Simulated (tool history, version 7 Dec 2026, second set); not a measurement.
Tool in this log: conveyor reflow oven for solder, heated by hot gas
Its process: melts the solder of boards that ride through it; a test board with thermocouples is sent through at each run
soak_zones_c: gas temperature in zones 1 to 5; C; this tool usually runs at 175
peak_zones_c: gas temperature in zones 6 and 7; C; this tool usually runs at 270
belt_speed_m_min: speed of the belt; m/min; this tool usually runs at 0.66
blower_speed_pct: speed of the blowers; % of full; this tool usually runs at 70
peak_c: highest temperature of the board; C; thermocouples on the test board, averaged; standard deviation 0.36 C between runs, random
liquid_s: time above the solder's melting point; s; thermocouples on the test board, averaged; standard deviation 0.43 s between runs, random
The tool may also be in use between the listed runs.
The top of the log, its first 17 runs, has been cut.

At hour 420.2: belt drive overhauled, speed set with a stopwatch.
At hour 448.9: flux residue cleaned out of gas plates and filters.
Run 18, hour 452.5: usual settings but soak_zones_c 173 C, peak_zones_c 283 C, belt_speed_m_min 0.698 m/min, blower_speed_pct 87 % of full. Result: peak_c 274.5 C, liquid_s 63.7 s.
Run 19, hour 468.2: usual settings but soak_zones_c 173 C, peak_zones_c 262 C, belt_speed_m_min 0.668 m/min, blower_speed_pct 67 % of full. Result: peak_c 252.4 C, liquid_s 55.4 s.
Run 20, hour 495.3: usual settings but soak_zones_c 189 C, peak_zones_c 272 C. Result: peak_c 263.9 C, liquid_s 68.9 s.
Run 21, hour 521.6: usual settings but soak_zones_c 189 C, peak_zones_c 273 C, belt_speed_m_min 0.554 m/min, blower_speed_pct 50 % of full. Result: peak_c 264.5 C, liquid_s 82.2 s.
At hour 530.4: belt drive overhauled, speed set with a stopwatch, once more.
Run 22, hour 555.1: usual settings but soak_zones_c 186 C, peak_zones_c 273 C, belt_speed_m_min 0.719 m/min, blower_speed_pct 50 % of full. Result: peak_c 255.2 C, liquid_s 55.4 s.
Run 23, hour 580.5: usual settings but peak_zones_c 275 C, belt_speed_m_min 0.682 m/min. Result: peak_c 263.7 C, liquid_s 59.6 s.
Run 24, hour 610: usual settings but peak_zones_c 275 C, belt_speed_m_min 0.682 m/min. Result: peak_c 263.8 C, liquid_s 60 s.
Run 25, hour 630.2: usual settings but soak_zones_c 163 C, peak_zones_c 275 C, belt_speed_m_min 0.755 m/min, blower_speed_pct 66 % of full. Result: peak_c 256.6 C, liquid_s 46.6 s.
Run 26, hour 651.8: usual settings but peak_zones_c 271 C. Result: peak_c 260.7 C, liquid_s 60.7 s.
Run 27, hour 686.1: usual settings but peak_zones_c 271 C. Result: peak_c 260.5 C, liquid_s 60.8 s.
Run 28, hour 716.8: usual settings but peak_zones_c 278 C, belt_speed_m_min 0.779 m/min, blower_speed_pct 84 % of full. Result: peak_c 264.9 C, liquid_s 52.8 s.
Run 29, hour 735.5: usual settings but peak_zones_c 278 C, belt_speed_m_min 0.779 m/min, blower_speed_pct 84 % of full. Result: peak_c 265.2 C, liquid_s 53 s.
Run 30, hour 767.5: usual settings but peak_zones_c 278 C, belt_speed_m_min 0.779 m/min, blower_speed_pct 84 % of full. Result: peak_c 264.8 C, liquid_s 52.7 s.

What if the next run were any one of these 3? Each begins from the tool's condition after run 30:
Run A, hour 785.6: usual settings but peak_zones_c 285 C, belt_speed_m_min 0.726 m/min. Result: peak_c ?, liquid_s ?.
Run B, hour 785.6: usual settings but soak_zones_c 172 C, blower_speed_pct 64 % of full. Result: peak_c ?, liquid_s ?.
Run C, hour 785.6: usual settings but soak_zones_c 168 C, peak_zones_c 278 C, belt_speed_m_min 0.661 m/min, blower_speed_pct 74 % of full. Result: peak_c ?, liquid_s ?.

run  peak_c  liquid_s
  A   269.4      59.3
  B   257.4      57.3
  C   266.9      61.4
Without the tool's unlogged condition, the same runs would have read:
run  peak_c  liquid_s
  A   268.6      58.8
  B   256.4      56.8
  C     266        61

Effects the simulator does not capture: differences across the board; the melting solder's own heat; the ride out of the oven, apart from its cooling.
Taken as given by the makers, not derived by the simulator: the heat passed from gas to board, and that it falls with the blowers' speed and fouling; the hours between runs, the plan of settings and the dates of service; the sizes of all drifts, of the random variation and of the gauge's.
